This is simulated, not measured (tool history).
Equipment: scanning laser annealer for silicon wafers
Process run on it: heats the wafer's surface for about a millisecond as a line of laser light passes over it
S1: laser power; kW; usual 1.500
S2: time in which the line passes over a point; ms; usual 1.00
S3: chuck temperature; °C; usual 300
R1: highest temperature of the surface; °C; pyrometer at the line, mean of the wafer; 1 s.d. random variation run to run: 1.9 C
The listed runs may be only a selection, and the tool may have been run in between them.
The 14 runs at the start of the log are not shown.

run,hour,S1,S2,S3,R1
15,311.2,1.500,1.00,300,1119
16,340.8,1.500,1.00,300,1119
# hour 373.1: window over the wafer cleaned
17,373.2,1.500,0.99,300,1116
18,394.2,1.577,0.99,300,1157
19,407.9,1.453,0.79,262,962
20,438.4,1.453,0.70,329,982
21,465.5,1.453,0.70,329,982
22,481.7,1.453,0.70,329,981
23,498.1,1.453,0.70,329,984

Forecast run 24:
24,523.7,1.517,0.99,312,?

{"run 24": {"R1": 1137}}
On a tool with no hidden condition, and with the same random variation, this run would have come out at R1 1137 °C.
